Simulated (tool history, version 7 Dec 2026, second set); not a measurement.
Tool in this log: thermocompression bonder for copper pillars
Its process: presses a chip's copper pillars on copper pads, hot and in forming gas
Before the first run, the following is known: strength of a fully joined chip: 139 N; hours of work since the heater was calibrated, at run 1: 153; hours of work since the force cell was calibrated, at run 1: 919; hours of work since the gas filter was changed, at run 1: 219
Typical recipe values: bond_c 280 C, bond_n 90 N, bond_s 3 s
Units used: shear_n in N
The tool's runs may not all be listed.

run,day,bond_c,bond_n,bond_s,hours of work since the heater was calibrated,hours of work since the force cell was calibrated,hours of work since the gas filter was changed,shear_n
1,0,280,90,3,153,919,219,52
2,1.946,280,65,3,188,954,254,39.7
3,3.2,275,90,3,211,977,277,49.9
# day 3.938: force cell calibrated
4,5.046,275,90,9,243,20,309,75.1
5,6.004,275,90,9,261,38,327,74.6
# day 6.717: forming gas filter changed
6,7.675,275,90,9,291,68,17,77.8
7,8.492,275,90,9,305,82,32,77.6
8,9.417,257,90,3,322,99,49,42
9,10.504,257,90,3,342,119,69,42
10,11.621,257,56,3,362,139,89,27.7
11,13.229,257,56,3,391,168,118,27.7
12,15.121,280,69,3,426,203,153,46
# day 15.683: force cell calibrated, once more
13,16.408,280,72,6,448,13,175,58.4
14,17.288,280,72,6,464,29,191,57.5
15,18.783,280,72,6,491,56,218,57.6
16,19.725,299,60,2,508,73,235,40.6
17,21.412,303,90,3,539,104,266,69.4

Some steps in shear_n between neighbouring runs. How much of each would the tool show without its hidden state too (settings, what came in, random variation), and how much is left for the hidden state, with any gauge scatter that isn't in both results?
Unlogged tool condition in this case: true temperature of the bond over the reading, C; force that reaches the chip, % of what is set; oxide that the forming gas leaves, % of the face; drift of the gauge itself on shear_n, %.
Run 5 -> 6: forming gas filter changed. shear_n +3.2 N: hidden state +2.8, all else +0.4.
Run 7 -> 8: bond_c 275 -> 257, bond_s 9 -> 3. shear_n -35.6 N: hidden state -2.3, all else -33.3.
